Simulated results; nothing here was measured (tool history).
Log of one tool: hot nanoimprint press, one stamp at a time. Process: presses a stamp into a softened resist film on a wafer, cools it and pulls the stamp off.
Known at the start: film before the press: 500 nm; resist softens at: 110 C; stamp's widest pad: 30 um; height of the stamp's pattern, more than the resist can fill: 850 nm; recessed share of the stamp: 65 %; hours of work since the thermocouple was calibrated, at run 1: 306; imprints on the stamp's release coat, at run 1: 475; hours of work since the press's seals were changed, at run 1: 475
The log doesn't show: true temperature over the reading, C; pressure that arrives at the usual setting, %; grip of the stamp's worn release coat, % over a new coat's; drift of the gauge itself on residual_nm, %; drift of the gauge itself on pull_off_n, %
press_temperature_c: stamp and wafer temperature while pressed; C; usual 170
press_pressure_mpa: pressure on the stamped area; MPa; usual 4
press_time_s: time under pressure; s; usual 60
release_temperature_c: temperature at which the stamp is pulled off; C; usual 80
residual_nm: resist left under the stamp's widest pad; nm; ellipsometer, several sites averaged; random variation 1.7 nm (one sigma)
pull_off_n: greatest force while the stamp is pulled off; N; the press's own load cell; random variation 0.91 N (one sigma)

run	day	press_temperature_c	press_pressure_mpa	press_time_s	release_temperature_c	hours of work since the thermocouple was calibrated	imprints on the stamp's release coat	hours of work since the press's seals were changed	residual_nm	pull_off_n
1	0	170	4	60	80	306	475	475	285.6	105.5
# day 1.396: stamp cleaned and given a new release coat
2	2.962	170	4	60	80	356	190	525	290.4	101
3	4.621	170	3.36	60	80	387	390	556	309.1	102.1
4	6.171	170	4	60	80	416	578	585	294.8	107.4
# day 6.812: stamp cleaned and given a new release coat
5	8.446	170	4.39	60	80	453	198	622	285.1	101.8
6	9.712	170	4.39	60	80	476	352	646	286.8	103.9
# day 12.129: stamp cleaned and given a new release coat
7	12.604	170	4.39	60	80	526	58	695	288.2	100.7
# day 13.612: plate thermocouple calibrated
8	15.279	170	4.39	60	80	31	367	742	304.3	105.8
# day 17.558: stamp cleaned and given a new release coat
9	18.358	170	4.39	60	80	83	97	794	305	103.4
10	21.083	170	4	50	80	134	427	845	338.1	109.6
# day 22.983: stamp cleaned and given a new release coat
11	23.008	177	4	67	80	165	3	876	231.3	103.1
# day 24.833: plate thermocouple calibrated, once more
# day 25.862: press's hydraulic seals changed and the load cell set to zero
12	25.954	169	4.19	39	75	15	304	2	310.9	108.8
13	27.954	174	4.47	49	83	52	547	39	235.1	94.7
# day 28.75: stamp cleaned and given a new release coat
14	29.888	168	5.11	105	71	83	138	70	219.8	118.8
15	32.925	168	5.11	105	71	139	506	126	224.3	128.9
# day 34.146: stamp cleaned and given a new release coat
16	34.979	170	4	38	80	173	101	160	324.2	95.8
17	36.596	165	2.6	60	67	203	297	190	385.9	132.3
18	39.15	165	2.6	60	67	250	606	237	383	138.9

5 ways to go on from here, each from the tool as it stands after run 18. What would each give?
# day 39.683: stamp cleaned and given a new release coat
A	42.125	179	3.92	60	66	300	296	287	?	?
# day 39.683: stamp cleaned and given a new release coat
B	42.125	177	3.96	60	82	300	296	287	?	?
# day 39.683: stamp cleaned and given a new release coat
C	42.125	165	2.6	60	71	300	296	287	?	?
# day 39.683: stamp cleaned and given a new release coat
D	42.125	162	4	85	85	300	296	287	?	?
# day 39.683: stamp cleaned and given a new release coat
E	42.125	170	4	60	71	300	296	287	?	?

run	residual_nm	pull_off_n
A	192.6	134.6
B	212	96.3
C	388.6	125.1
D	351.2	88.3
E	285.3	122.2
Without the tool's hidden state the same runs would have given:
run	residual_nm	pull_off_n
A	180.7	125.1
B	199	88.7
C	374	116.1
D	333.3	81.1
E	268.7	113.4

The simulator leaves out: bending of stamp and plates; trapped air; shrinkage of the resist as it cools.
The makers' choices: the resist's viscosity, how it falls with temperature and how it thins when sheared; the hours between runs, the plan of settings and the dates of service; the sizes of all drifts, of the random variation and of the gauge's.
